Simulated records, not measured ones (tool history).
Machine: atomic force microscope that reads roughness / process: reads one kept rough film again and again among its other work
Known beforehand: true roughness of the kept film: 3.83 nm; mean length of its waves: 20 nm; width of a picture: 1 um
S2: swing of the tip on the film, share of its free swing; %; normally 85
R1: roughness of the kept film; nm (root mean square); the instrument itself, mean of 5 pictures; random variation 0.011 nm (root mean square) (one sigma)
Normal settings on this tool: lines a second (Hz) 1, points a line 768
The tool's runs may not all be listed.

Run 1, hour 0: usual settings. Result: R1 2.227 nm (root mean square).
At hour 4.4: new tip fitted.
Run 2, hour 24.9: usual settings but points a line 1004. Result: R1 2.272 nm (root mean square).
At hour 38.4: new tip fitted.
Run 3, hour 65.9: usual settings but points a line 1004. Result: R1 2.143 nm (root mean square).
At hour 71.6: new tip fitted.
Run 4, hour 86.6: usual settings but points a line 1004. Result: R1 2.343 nm (root mean square).
At hour 104.1: new tip fitted.
Run 5, hour 116.9: usual settings. Result: R1 2.409 nm (root mean square).
At hour 136: new tip fitted.
Run 6, hour 138.7: usual settings. Result: R1 2.595 nm (root mean square).
At hour 168: new tip fitted.
Run 7, hour 184: usual settings. Result: R1 2.309 nm (root mean square).
At hour 200.5: new tip fitted.
Run 8, hour 228.9: usual settings. Result: R1 2.166 nm (root mean square).
At hour 231.6: new tip fitted.
At hour 262.4: new tip fitted.
Run 9, hour 275.3: usual settings. Result: R1 2.422 nm (root mean square).
At hour 296.1: new tip fitted.
Run 10, hour 306.3: usual settings. Result: R1 2.469 nm (root mean square).
At hour 326.6: new tip fitted.
Run 11, hour 326.6: usual settings. Result: R1 2.648 nm (root mean square).
Run 12, hour 348.1: usual settings but lines a second (Hz) 0.99, S2 77 %. Result: R1 2.363 nm (root mean square).
At hour 358.6: new tip fitted.
Run 13, hour 381.5: usual settings but lines a second (Hz) 0.99, S2 77 %. Result: R1 2.326 nm (root mean square).
At hour 392.5: new tip fitted.
Run 14, hour 404.8: usual settings but S2 77 %, points a line 262. Result: R1 2.449 nm (root mean square).
At hour 423.2: new tip fitted.
Run 15, hour 443.4: usual settings but lines a second (Hz) 2.15, S2 56 %, points a line 596. Result: R1 2.411 nm (root mean square).
At hour 453.8: new tip fitted.
At hour 484.1: new tip fitted.
Run 16, hour 492.5: usual settings but lines a second (Hz) 0.97, S2 88 %, points a line 625. Result: R1 2.429 nm (root mean square).
At hour 514.9: new tip fitted.
Run 17, hour 515.8: usual settings but lines a second (Hz) 2.54, S2 88 %, points a line 419. Result: R1 2.171 nm (root mean square).
At hour 547.5: new tip fitted.
Run 18, hour 553.8: usual settings but lines a second (Hz) 0.6, S2 71 %, points a line 354. Result: R1 2.709 nm (root mean square).

Alternative continuations, all from the tool just after run 18; predict every row:
At hour 579: new tip fitted.
Run A, hour 599.7: usual settings but lines a second (Hz) 0.97, S2 73 %, points a line 354. Result: R1 ?.
At hour 579: new tip fitted.
Run B, hour 599.7: usual settings but lines a second (Hz) 2.27, S2 71 %, points a line 547. Result: R1 ?.
At hour 579: new tip fitted.
Run C, hour 599.7: usual settings but lines a second (Hz) 0.6, S2 71 %, points a line 914. Result: R1 ?.
At hour 579: new tip fitted.
Run D, hour 599.7: usual settings but lines a second (Hz) 1.33, points a line 754. Result: R1 ?.

run     R1
  A   2.37
  B  2.256
  C  2.504
  D  2.215
Without the tool's unlogged condition, the same runs would have read:
run     R1
  A   2.77
  B  2.636
  C  2.926
  D  2.588
